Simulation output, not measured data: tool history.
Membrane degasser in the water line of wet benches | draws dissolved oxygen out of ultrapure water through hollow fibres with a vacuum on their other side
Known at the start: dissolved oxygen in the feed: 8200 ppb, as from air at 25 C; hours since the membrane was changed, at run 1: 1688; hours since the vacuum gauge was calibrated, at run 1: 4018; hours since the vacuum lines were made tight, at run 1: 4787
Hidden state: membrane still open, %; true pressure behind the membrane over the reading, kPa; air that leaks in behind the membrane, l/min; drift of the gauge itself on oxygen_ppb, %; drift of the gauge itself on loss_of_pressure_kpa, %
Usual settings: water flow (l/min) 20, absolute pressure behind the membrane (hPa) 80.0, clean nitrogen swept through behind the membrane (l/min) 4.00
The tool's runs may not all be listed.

| run | hour | water flow (l/min) | absolute pressure behind the membrane (hPa) | clean nitrogen swept through behind the membrane (l/min) | hours since the membrane was changed | hours since the vacuum gauge was calibrated | hours since the vacuum lines were made tight | dissolved oxygen in the water behind the degasser (ppb) | pressure that the water loses in the fibres (hPa) |
|---|---|---|---|---|---|---|---|---|---|
| 1 | 0.0 | 20 | 80.0 | 4.00 | 1688 | 4018 | 4787 | 315.2 | 406.6 |
| 2 | 41.5 | 20 | 80.0 | 4.00 | 1730 | 4060 | 4829 | 321.3 | 409.2 |
| 3 | 69.5 | 20 | 80.0 | 4.00 | 1758 | 4088 | 4857 | 318.3 | 406.4 |
| 4 | 123.2 | 15 | 80.0 | 4.00 | 1811 | 4142 | 4911 | 201.2 | 304.7 |
| 5 | 164.6 | 17 | 80.0 | 4.00 | 1853 | 4183 | 4952 | 251.9 | 345.6 |
| 6 | 197.0 | 17 | 51.1 | 4.00 | 1885 | 4215 | 4985 | 221.7 | 342.2 |
| 7 | 249.2 | 17 | 51.1 | 4.00 | 1937 | 4268 | 5037 | 223.7 | 345.6 |
| 8 | 285.8 | 17 | 51.1 | 4.00 | 1974 | 4304 | 5073 | 221.1 | 345.6 |
| 9 | 332.3 | 17 | 51.1 | 4.00 | 2020 | 4351 | 5120 | 220.5 | 341.4 |
| 10 | 364.4 | 17 | 51.1 | 4.00 | 2053 | 4383 | 5152 | 218.7 | 342.9 |
| 11 | 403.8 | 17 | 51.1 | 4.00 | 2092 | 4422 | 5191 | 221.3 | 342.6 |
| 12 | 459.4 | 17 | 51.1 | 4.00 | 2148 | 4478 | 5247 | 217.7 | 341.8 |
| 13 | 504.0 | 17 | 51.1 | 2.21 | 2192 | 4522 | 5291 | 235.9 | 339.1 |
| 14 | 557.3 | 17 | 51.1 | 2.21 | 2245 | 4576 | 5345 | 234.9 | 343.1 |
| 15 | 616.7 | 17 | 51.1 | 2.21 | 2305 | 4635 | 5404 | 236.6 | 338.0 |
| 16 | 650.8 | 32 | 63.8 | 4.84 | 2339 | 4669 | 5438 | 560.1 | 640.3 |
| 17 | 691.8 | 21 | 130.8 | 8.03 | 2380 | 4710 | 5479 | 350.1 | 418.8 |

Forecast run 18:
| 18 | 746.9 | 20 | 83.5 | 5.17 | 2435 | 4765 | 5534 | ? | ? |

{"run 18": {"dissolved oxygen in the water behind the degasser (ppb)": 308.6, "pressure that the water loses in the fibres (hPa)": 400.8}}
Without the tool's hidden state the same run would have given dissolved oxygen in the water behind the degasser (ppb) 308.0, pressure that the water loses in the fibres (hPa) 409.9.
